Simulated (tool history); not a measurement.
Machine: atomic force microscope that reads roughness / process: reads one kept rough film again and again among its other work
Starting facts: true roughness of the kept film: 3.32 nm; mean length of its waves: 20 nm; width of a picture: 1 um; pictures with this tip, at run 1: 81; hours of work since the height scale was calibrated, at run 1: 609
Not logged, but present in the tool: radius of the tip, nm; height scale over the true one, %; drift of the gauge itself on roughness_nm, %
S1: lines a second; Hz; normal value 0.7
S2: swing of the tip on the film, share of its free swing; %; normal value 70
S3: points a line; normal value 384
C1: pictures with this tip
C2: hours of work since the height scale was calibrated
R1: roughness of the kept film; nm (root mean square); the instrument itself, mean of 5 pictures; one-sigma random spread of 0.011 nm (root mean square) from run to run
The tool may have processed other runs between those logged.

run 1 hour=0 | S1=0.7 S2=70 S3=384 | C1=81 C2=609 | R1=2.276
run 2 hour=57.5 | S1=0.7 S2=70 S3=384 | C1=172 C2=644 | R1=2.026
-- hour=61.6 new tip fitted
run 3 hour=115 | S1=0.7 S2=70 S3=384 | C1=85 C2=679 | R1=2.261
run 4 hour=142.3 | S1=0.7 S2=70 S3=384 | C1=129 C2=695 | R1=2.148
run 5 hour=172.6 | S1=0.7 S2=70 S3=384 | C1=177 C2=714 | R1=1.995
-- hour=177.6 new tip fitted
run 6 hour=225.5 | S1=0.7 S2=70 S3=384 | C1=77 C2=746 | R1=2.259
run 7 hour=281.6 | S1=0.7 S2=80 S3=384 | C1=166 C2=780 | R1=1.936
-- hour=289.5 new tip fitted
run 8 hour=311.6 | S1=0.7 S2=80 S3=384 | C1=35 C2=798 | R1=2.379
run 9 hour=353.8 | S1=0.7 S2=80 S3=384 | C1=103 C2=824 | R1=2.166
-- hour=401.6 new tip fitted
run 10 hour=401.6 | S1=0.7 S2=70 S3=834 | C1=0 C2=853 | R1=2.563
run 11 hour=454.6 | S1=0.7 S2=70 S3=834 | C1=85 C2=885 | R1=2.272
run 12 hour=511.4 | S1=0.7 S2=70 S3=834 | C1=175 C2=920 | R1=2.019
-- hour=517.1 new tip fitted
run 13 hour=545.5 | S1=0.7 S2=70 S3=834 | C1=45 C2=941 | R1=2.392
run 14 hour=591.6 | S1=0.7 S2=70 S3=834 | C1=119 C2=969 | R1=2.17
-- hour=629.4 new tip fitted
run 15 hour=629.4 | S1=0.7 S2=70 S3=834 | C1=0 C2=992 | R1=2.602
run 16 hour=659.2 | S1=0.7 S2=70 S3=834 | C1=47 C2=1010 | R1=2.412
run 17 hour=691.3 | S1=0.7 S2=70 S3=834 | C1=99 C2=1029 | R1=2.236
run 18 hour=737.5 | S1=0.7 S2=62 S3=834 | C1=172 C2=1058 | R1=2.019
-- hour=742.6 new tip fitted
run 19 hour=765.4 | S1=0.7 S2=65 S3=263 | C1=36 C2=1074 | R1=2.397
run 20 hour=808.8 | S1=0.7 S2=65 S3=263 | C1=105 C2=1101 | R1=2.147
run 21 hour=835.3 | S1=2.384 S2=69 S3=319 | C1=148 C2=1117 | R1=1.904
-- hour=858.2 new tip fitted
run 22 hour=875.3 | S1=2.482 S2=61 S3=270 | C1=28 C2=1141 | R1=2.348
run 23 hour=920 | S1=0.547 S2=65 S3=550 | C1=99 C2=1168 | R1=2.265
-- hour=971.2 new tip fitted
run 24 hour=977.8 | S1=3.393 S2=55 S3=440 | C1=10 C2=1203 | R1=2.454
run 25 hour=1032.8 | S1=3.393 S2=62 S3=399 | C1=98 C2=1237 | R1=2.102
run 26 hour=1078.4 | S1=3.393 S2=60 S3=399 | C1=171 C2=1265 | R1=1.931
-- hour=1084.5 new tip fitted
run 27 hour=1116.9 | S1=0.725 S2=70 S3=619 | C1=52 C2=1288 | R1=2.437
run 28 hour=1173.6 | S1=1.481 S2=68 S3=694 | C1=142 C2=1323 | R1=2.074
-- hour=1197.8 new tip fitted
run 29 hour=1213.2 | S1=2.11 S2=88 S3=947 | C1=24 C2=1347 | R1=2.081
run 30 hour=1267.2 | S1=2.11 S2=88 S3=947 | C1=111 C2=1380 | R1=1.815
-- hour=1313.3 new tip fitted
run 31 hour=1326.5 | S1=2.11 S2=71 S3=762 | C1=21 C2=1416 | R1=2.353
run 32 hour=1368.5 | S1=2.11 S2=71 S3=762 | C1=88 C2=1441 | R1=2.132
run 33 hour=1407.6 | S1=0.7 S2=85 S3=530 | C1=151 C2=1465 | R1=2.002

What differs in the tool's unlogged condition from the final listed run ahead of each entry between runs to the first listed run following it?
Run 2 -> run 3: new tip fitted (hour 61.6)
  radius of the tip, nm: 17.4 -> 12.2; height scale over the true one, %: 0.67 -> 0.71
  difference, measured minus the result without the unlogged condition, R1: -0.543 -> -0.294 nm (root mean square)
Run 5 -> run 6: new tip fitted (hour 177.6)
  radius of the tip, nm: 18 -> 12.5; height scale over the true one, %: 0.75 -> 0.79
  difference, measured minus the result without the unlogged condition, R1: -0.566 -> -0.309 nm (root mean square)
Run 7 -> run 8: new tip fitted (hour 289.5)
  radius of the tip, nm: 18 -> 9.2; height scale over the true one, %: 0.83 -> 0.85
  difference, measured minus the result without the unlogged condition, R1: -0.548 -> -0.121 nm (root mean square)
Run 9 -> run 10: new tip fitted (hour 401.6)
  radius of the tip, nm: 13.5 -> 7.7; height scale over the true one, %: 0.88 -> 0.91
  difference, measured minus the result without the unlogged condition, R1: -0.35 -> -0.024 nm (root mean square)
Run 12 -> run 13: new tip fitted (hour 517.1)
  radius of the tip, nm: 17.7 -> 10.6; height scale over the true one, %: 0.99 -> 1.02
  difference, measured minus the result without the unlogged condition, R1: -0.552 -> -0.206 nm (root mean square)
Run 14 -> run 15: new tip fitted (hour 629.4)
  radius of the tip, nm: 15 -> 7.6; height scale over the true one, %: 1.05 -> 1.07
  difference, measured minus the result without the unlogged condition, R1: -0.436 -> -0.017 nm (root mean square)
Run 18 -> run 19: new tip fitted (hour 742.6)
  radius of the tip, nm: 18.7 -> 10; height scale over the true one, %: 1.15 -> 1.17
  difference, measured minus the result without the unlogged condition, R1: -0.601 -> -0.164 nm (root mean square)
Run 21 -> run 22: new tip fitted (hour 858.2)
  radius of the tip, nm: 16.7 -> 8.9; height scale over the true one, %: 1.23 -> 1.25
  difference, measured minus the result without the unlogged condition, R1: -0.467 -> -0.09 nm (root mean square)
Run 23 -> run 24: new tip fitted (hour 971.2)
  radius of the tip, nm: 13.7 -> 8.2; height scale over the true one, %: 1.28 -> 1.33
  difference, measured minus the result without the unlogged condition, R1: -0.368 -> -0.043 nm (root mean square)
Run 26 -> run 27: new tip fitted (hour 1084.5)
  radius of the tip, nm: 17.5 -> 10.1; height scale over the true one, %: 1.4 -> 1.42
  difference, measured minus the result without the unlogged condition, R1: -0.506 -> -0.163 nm (root mean square)
Run 28 -> run 29: new tip fitted (hour 1197.8)
  radius of the tip, nm: 15.9 -> 8.8; height scale over the true one, %: 1.46 -> 1.49
  difference, measured minus the result without the unlogged condition, R1: -0.453 -> -0.069 nm (root mean square)
Run 30 -> run 31: new tip fitted (hour 1313.3)
  radius of the tip, nm: 14.5 -> 8.7; height scale over the true one, %: 1.53 -> 1.57
  difference, measured minus the result without the unlogged condition, R1: -0.329 -> -0.069 nm (root mean square)
